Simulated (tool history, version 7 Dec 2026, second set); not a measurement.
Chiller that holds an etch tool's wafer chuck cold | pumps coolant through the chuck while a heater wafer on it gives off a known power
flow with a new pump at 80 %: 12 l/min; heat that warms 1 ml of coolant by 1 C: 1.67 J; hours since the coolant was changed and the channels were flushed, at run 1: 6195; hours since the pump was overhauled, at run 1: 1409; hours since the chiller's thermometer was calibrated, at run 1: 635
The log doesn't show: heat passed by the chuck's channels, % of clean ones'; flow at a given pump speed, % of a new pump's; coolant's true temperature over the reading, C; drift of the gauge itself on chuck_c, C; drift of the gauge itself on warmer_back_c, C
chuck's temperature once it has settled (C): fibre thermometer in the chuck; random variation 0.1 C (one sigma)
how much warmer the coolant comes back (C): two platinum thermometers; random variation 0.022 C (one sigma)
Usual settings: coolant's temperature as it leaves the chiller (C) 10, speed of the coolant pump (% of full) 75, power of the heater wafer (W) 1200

run,hour,coolant's temperature as it leaves the chiller (C),speed of the coolant pump (% of full),power of the heater wafer (W),hours since the coolant was changed and the channels were flushed,hours since the pump was overhauled,hours since the chiller's thermometer was calibrated,chuck's temperature once it has settled (C),how much warmer the coolant comes back (C)
1,0,10,75,1200,6195,1409,635,19.2,3.86
2,82.8,10,75,1200,6278,1492,717,19.2,3.86
3,182.1,10,75,1200,6378,1591,817,19,3.87
4,245.1,10,75,1200,6441,1654,880,19.2,3.85
5,347.3,10,75,1200,6543,1757,982,19.2,3.81
6,463,11,75,1200,6658,1872,1098,20.3,3.82
7,566,11,75,1200,6761,1975,1201,20.1,3.8
8,646.2,11,75,1200,6842,2055,1281,20.3,3.83
9,734.7,11,75,1200,6930,2144,1369,20.2,3.81
10,821.9,12,75,1200,7017,2231,1457,21.2,3.8
11,934,12,75,1200,7129,2343,1569,21.2,3.79
12,1043.5,10,65,1200,7239,2453,1678,20.4,4.48
13,1142.7,10,65,1200,7338,2552,1777,20.4,4.47
14,1200.2,4,75,1200,7396,2609,1835,13,3.75
15,1256.8,4,75,1200,7452,2666,1891,13.1,3.75
16,1387.4,4,75,1200,7583,2797,2022,13.3,3.7
17,1495.4,10,61,1491,7691,2905,2130,23.9,5.89
18,1569.1,1,69,1240,7764,2978,2204,11.2,4.24
19,1678.5,10,88,1240,7874,3088,2313,18.1,3.18
20,1745.2,4,75,951,7941,3154,2380,11.2,2.88
21,1853.9,0,81,733,8049,3263,2489,5.1,1.96
22,1972.9,16,71,676,8168,3382,2608,21.4,2.13
23,2062.8,16,71,855,8258,3472,2697,22.9,2.72
24,2140,8,75,624,8335,3549,2775,12.8,1.8
25,2244.7,18,91,909,8440,3654,2879,23.7,2.1
26,2371.4,18,91,909,8567,3781,3006,23.9,2.07
27,2442.5,18,91,674,8638,3852,3077,22.4,1.5
28,2570.7,1,75,1475,8766,3980,3205,12.4,4.46
29,2635.1,2,73,1678,8831,4044,3270,15.2,5.28
30,2730.7,2,73,1678,8926,4140,3365,15.1,5.26
31,2806,2,71,1678,9001,4215,3441,15.6,5.43
32,2926.5,2,71,1678,9122,4336,3561,15.4,5.43

Hidden state or all else? Some run-to-run changes of how much warmer the coolant comes back (C), split into what the settings, what came in and random variation would give without the hidden state, and what is left for the hidden state (with any gauge scatter that isn't in both results):
Run 9 -> 10: coolant's temperature as it leaves the chiller (C) 11 -> 12. how much warmer the coolant comes back (C) -0.01: hidden state -0.02, all else +0.01.
Run 12 -> 13: no setting changed, nothing entered. how much warmer the coolant comes back (C) -0.01: hidden state -0.02, all else +0.01.
Run 15 -> 16: no setting changed, nothing entered. how much warmer the coolant comes back (C) -0.05: hidden state -0.02, all else -0.03.
Run 16 -> 17: coolant's temperature as it leaves the chiller (C) 4 -> 10, speed of the coolant pump (% of full) 75 -> 61, power of the heater wafer (W) 1200 -> 1491. how much warmer the coolant comes back (C) +2.19: hidden state -0.01, all else +2.2.
Run 17 -> 18: coolant's temperature as it leaves the chiller (C) 10 -> 1, speed of the coolant pump (% of full) 61 -> 69, power of the heater wafer (W) 1491 -> 1240. how much warmer the coolant comes back (C) -1.65: hidden state -0.01, all else -1.64.
Run 27 -> 28: coolant's temperature as it leaves the chiller (C) 18 -> 1, speed of the coolant pump (% of full) 91 -> 75, power of the heater wafer (W) 674 -> 1475. how much warmer the coolant comes back (C) +2.96: hidden state +0, all else +2.96.
